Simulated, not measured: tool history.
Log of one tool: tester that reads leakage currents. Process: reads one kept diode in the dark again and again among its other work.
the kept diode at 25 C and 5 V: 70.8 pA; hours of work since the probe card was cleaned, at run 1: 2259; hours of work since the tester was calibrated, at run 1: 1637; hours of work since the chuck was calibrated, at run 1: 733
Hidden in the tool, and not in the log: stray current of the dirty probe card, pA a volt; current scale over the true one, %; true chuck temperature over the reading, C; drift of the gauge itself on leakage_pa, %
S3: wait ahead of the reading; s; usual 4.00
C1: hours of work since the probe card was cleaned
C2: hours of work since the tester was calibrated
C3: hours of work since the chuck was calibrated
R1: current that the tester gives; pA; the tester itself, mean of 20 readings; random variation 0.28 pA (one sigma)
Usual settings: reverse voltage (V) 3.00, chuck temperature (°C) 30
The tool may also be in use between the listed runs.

run 1 day=0.000 | reverse_voltage_(V)=3.00 chuck_temperature_(°C)=30 S3=4.00 | C1=2259 C2=1637 C3=733 | R1=84.87
run 2 day=2.388 | reverse_voltage_(V)=1.67 chuck_temperature_(°C)=30 S3=4.00 | C1=2288 C2=1666 C3=761 | R1=70.29
run 3 day=6.346 | reverse_voltage_(V)=1.67 chuck_temperature_(°C)=30 S3=4.00 | C1=2335 C2=1713 C3=809 | R1=69.67
run 4 day=11.871 | reverse_voltage_(V)=1.67 chuck_temperature_(°C)=30 S3=4.00 | C1=2401 C2=1779 C3=874 | R1=69.26
run 5 day=17.367 | reverse_voltage_(V)=3.00 chuck_temperature_(°C)=27 S3=4.00 | C1=2466 C2=1844 C3=940 | R1=64.92
run 6 day=21.504 | reverse_voltage_(V)=3.00 chuck_temperature_(°C)=27 S3=4.00 | C1=2515 C2=1893 C3=989 | R1=64.46
run 7 day=26.358 | reverse_voltage_(V)=3.00 chuck_temperature_(°C)=27 S3=0.44 | C1=2573 C2=1951 C3=1047 | R1=65.03
-- day=26.762 chuck's temperature calibrated
run 8 day=29.554 | reverse_voltage_(V)=3.00 chuck_temperature_(°C)=30 S3=4.00 | C1=2610 C2=1988 C3=33 | R1=94.58
run 9 day=32.721 | reverse_voltage_(V)=3.00 chuck_temperature_(°C)=30 S3=4.00 | C1=2648 C2=2026 C3=71 | R1=94.21
run 10 day=35.279 | reverse_voltage_(V)=3.00 chuck_temperature_(°C)=37 S3=4.00 | C1=2678 C2=2056 C3=101 | R1=164.18
-- day=36.546 probe card cleaned and baked
run 11 day=40.842 | reverse_voltage_(V)=3.00 chuck_temperature_(°C)=37 S3=4.00 | C1=51 C2=2121 C3=166 | R1=160.37
run 12 day=43.083 | reverse_voltage_(V)=3.00 chuck_temperature_(°C)=37 S3=4.00 | C1=78 C2=2148 C3=193 | R1=159.70
run 13 day=47.779 | reverse_voltage_(V)=3.00 chuck_temperature_(°C)=37 S3=4.00 | C1=134 C2=2204 C3=249 | R1=158.27
run 14 day=51.371 | reverse_voltage_(V)=3.00 chuck_temperature_(°C)=30 S3=4.00 | C1=177 C2=2247 C3=292 | R1=88.22
run 15 day=54.083 | reverse_voltage_(V)=3.00 chuck_temperature_(°C)=30 S3=4.00 | C1=209 C2=2279 C3=324 | R1=88.09
run 16 day=56.883 | reverse_voltage_(V)=3.00 chuck_temperature_(°C)=30 S3=4.00 | C1=242 C2=2312 C3=357 | R1=87.45
run 17 day=61.104 | reverse_voltage_(V)=3.00 chuck_temperature_(°C)=30 S3=4.00 | C1=293 C2=2363 C3=408 | R1=86.82
run 18 day=63.500 | reverse_voltage_(V)=3.00 chuck_temperature_(°C)=30 S3=4.00 | C1=321 C2=2391 C3=436 | R1=86.41
run 19 day=66.229 | reverse_voltage_(V)=3.00 chuck_temperature_(°C)=30 S3=4.00 | C1=354 C2=2424 C3=469 | R1=86.12
run 20 day=70.242 | reverse_voltage_(V)=3.00 chuck_temperature_(°C)=30 S3=4.00 | C1=401 C2=2472 C3=516 | R1=85.47
run 21 day=74.633 | reverse_voltage_(V)=3.00 chuck_temperature_(°C)=30 S3=4.00 | C1=454 C2=2524 C3=569 | R1=84.66
run 22 day=79.446 | reverse_voltage_(V)=2.98 chuck_temperature_(°C)=24 S3=8.29 | C1=511 C2=2581 C3=626 | R1=50.57
run 23 day=82.054 | reverse_voltage_(V)=6.60 chuck_temperature_(°C)=40 S3=1.71 | C1=542 C2=2612 C3=657 | R1=243.50
run 24 day=84.808 | reverse_voltage_(V)=6.60 chuck_temperature_(°C)=40 S3=1.71 | C1=575 C2=2645 C3=690 | R1=242.46
run 25 day=89.367 | reverse_voltage_(V)=11.19 chuck_temperature_(°C)=30 S3=0.82 | C1=629 C2=2699 C3=744 | R1=129.05
run 26 day=93.179 | reverse_voltage_(V)=11.19 chuck_temperature_(°C)=30 S3=0.82 | C1=675 C2=2745 C3=790 | R1=128.21
run 27 day=97.946 | reverse_voltage_(V)=11.59 chuck_temperature_(°C)=30 S3=7.14 | C1=731 C2=2802 C3=847 | R1=126.46
run 28 day=101.571 | reverse_voltage_(V)=3.00 chuck_temperature_(°C)=50 S3=4.00 | C1=775 C2=2845 C3=890 | R1=396.57
run 29 day=105.638 | reverse_voltage_(V)=3.00 chuck_temperature_(°C)=50 S3=4.00 | C1=823 C2=2893 C3=938 | R1=392.36
run 30 day=108.046 | reverse_voltage_(V)=1.51 chuck_temperature_(°C)=32 S3=1.03 | C1=852 C2=2922 C3=967 | R1=76.81
run 31 day=112.404 | reverse_voltage_(V)=1.51 chuck_temperature_(°C)=32 S3=1.03 | C1=904 C2=2974 C3=1019 | R1=76.48
-- day=115.208 chuck's temperature calibrated
run 32 day=117.679 | reverse_voltage_(V)=1.51 chuck_temperature_(°C)=32 S3=1.03 | C1=966 C2=3036 C3=29 | R1=87.38
run 33 day=121.617 | reverse_voltage_(V)=3.00 chuck_temperature_(°C)=27 S3=0.62 | C1=1012 C2=3083 C3=76 | R1=72.12
run 34 day=125.650 | reverse_voltage_(V)=9.17 chuck_temperature_(°C)=27 S3=3.94 | C1=1061 C2=3131 C3=124 | R1=102.39
run 35 day=128.067 | reverse_voltage_(V)=3.00 chuck_temperature_(°C)=33 S3=0.36 | C1=1089 C2=3159 C3=153 | R1=117.60
run 36 day=132.833 | reverse_voltage_(V)=3.00 chuck_temperature_(°C)=33 S3=0.36 | C1=1146 C2=3216 C3=210 | R1=116.35
run 37 day=137.158 | reverse_voltage_(V)=18.59 chuck_temperature_(°C)=22 S3=4.38 | C1=1198 C2=3268 C3=262 | R1=86.15
-- day=139.758 tester calibrated
run 38 day=140.617 | reverse_voltage_(V)=18.59 chuck_temperature_(°C)=22 S3=4.38 | C1=1238 C2=10 C3=302 | R1=89.10
run 39 day=143.271 | reverse_voltage_(V)=10.81 chuck_temperature_(°C)=30 S3=0.78 | C1=1269 C2=42 C3=333 | R1=141.01

Forecast each of these 3 alternatives for the next run:
run A day=148.683 | reverse_voltage_(V)=1.39 chuck_temperature_(°C)=23 S3=1.46 | C1=1334 C2=106 C3=398 | R1=?
run B day=148.683 | reverse_voltage_(V)=17.82 chuck_temperature_(°C)=36 S3=9.42 | C1=1334 C2=106 C3=398 | R1=?
run C day=148.683 | reverse_voltage_(V)=1.04 chuck_temperature_(°C)=30 S3=6.54 | C1=1334 C2=106 C3=398 | R1=?

run=A R1=38.73
run=B R1=262.91
run=C R1=64.29
Without the tool's hidden state the same runs would have given:
run=A R1=40.06
run=B R1=266.25
run=C R1=67.01
